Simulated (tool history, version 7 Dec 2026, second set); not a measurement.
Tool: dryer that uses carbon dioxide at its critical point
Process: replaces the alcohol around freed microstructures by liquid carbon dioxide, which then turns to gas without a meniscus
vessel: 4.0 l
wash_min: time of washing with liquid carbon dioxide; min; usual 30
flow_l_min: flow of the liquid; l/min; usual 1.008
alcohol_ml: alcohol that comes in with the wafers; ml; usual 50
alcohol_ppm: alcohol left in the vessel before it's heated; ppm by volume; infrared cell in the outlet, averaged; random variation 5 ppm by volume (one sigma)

{"run": 1, "hour": 0.0, "wash_min": 30, "flow_l_min": 1.008, "alcohol_ml": 50, "alcohol_ppm": 82}
{"run": 2, "hour": 4.3, "wash_min": 30, "flow_l_min": 1.008, "alcohol_ml": 50, "alcohol_ppm": 71}
{"run": 3, "hour": 8.2, "wash_min": 30, "flow_l_min": 1.008, "alcohol_ml": 50, "alcohol_ppm": 73}
{"run": 4, "hour": 15.1, "wash_min": 30, "flow_l_min": 1.008, "alcohol_ml": 50, "alcohol_ppm": 84}
{"run": 5, "hour": 24.3, "wash_min": 30, "flow_l_min": 1.008, "alcohol_ml": 50, "alcohol_ppm": 77}
{"run": 6, "hour": 30.8, "wash_min": 30, "flow_l_min": 1.008, "alcohol_ml": 50, "alcohol_ppm": 76}
{"run": 7, "hour": 37.6, "wash_min": 30, "flow_l_min": 1.008, "alcohol_ml": 83, "alcohol_ppm": 81}
{"run": 8, "hour": 46.0, "wash_min": 30, "flow_l_min": 1.45, "alcohol_ml": 50, "alcohol_ppm": 63}
{"run": 9, "hour": 55.2, "wash_min": 30, "flow_l_min": 0.63, "alcohol_ml": 100, "alcohol_ppm": 369}
{"run": 10, "hour": 60.7, "wash_min": 37, "flow_l_min": 1.6, "alcohol_ml": 52, "alcohol_ppm": 85}
{"run": 11, "hour": 64.5, "wash_min": 31, "flow_l_min": 1.07, "alcohol_ml": 23, "alcohol_ppm": 82}
{"run": 12, "hour": 69.1, "wash_min": 30, "flow_l_min": 1.18, "alcohol_ml": 22, "alcohol_ppm": 81}
{"run": 13, "hour": 73.2, "wash_min": 30, "flow_l_min": 0.89, "alcohol_ml": 69, "alcohol_ppm": 105}
{"run": 14, "hour": 82.3, "wash_min": 30, "flow_l_min": 1.3, "alcohol_ml": 60, "alcohol_ppm": 93}
{"run": 15, "hour": 88.8, "wash_min": 42, "flow_l_min": 1.008, "alcohol_ml": 31, "alcohol_ppm": 88}
{"run": 16, "hour": 97.8, "wash_min": 34, "flow_l_min": 1.008, "alcohol_ml": 97, "alcohol_ppm": 87}

Some steps in alcohol_ppm between neighbouring runs. How much of each would the tool show without its hidden state too (settings, what came in, random variation), and how much is left for the hidden state, with any gauge scatter that isn't in both results?
The hidden state here: flow that reaches the vessel past the clogged filter, %; alcohol in the recycled carbon dioxide, ppm; drift of the gauge itself on alcohol_ppm, %.
Run 8 -> 9: flow_l_min 1.450 -> 0.630, alcohol_ml 50 -> 100. alcohol_ppm +306 ppm by volume: hidden state +45, all else +261.
